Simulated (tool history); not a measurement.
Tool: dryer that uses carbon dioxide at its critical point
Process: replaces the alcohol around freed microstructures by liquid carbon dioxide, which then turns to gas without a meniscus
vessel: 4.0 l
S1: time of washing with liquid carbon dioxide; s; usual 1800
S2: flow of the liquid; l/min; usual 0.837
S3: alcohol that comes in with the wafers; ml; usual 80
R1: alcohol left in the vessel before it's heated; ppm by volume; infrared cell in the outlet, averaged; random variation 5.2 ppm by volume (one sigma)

run,hour,S1,S2,S3,R1
1,0,1800,0.837,80,143
2,6.3,1800,0.837,80,137
3,12.2,1800,0.837,80,145
4,20.7,1920,0.837,80,108
5,28,1920,0.837,80,107
6,33.3,1920,0.837,80,110
7,41.5,1920,0.837,80,109
8,49.7,1920,0.837,80,117
9,53.6,1920,0.837,80,105
10,59.7,1920,0.837,80,114
11,67,1860,1.109,56,25
12,76,1860,1.109,56,29
13,85.4,1800,0.798,45,110
14,94.1,2460,0.617,107,195

The next listed run, before its measurement:
15,101,1800,0.692,49,?

R1: 218 ppm by volume
Without the tool's hidden state the same run would have given R1 127 ppm by volume.
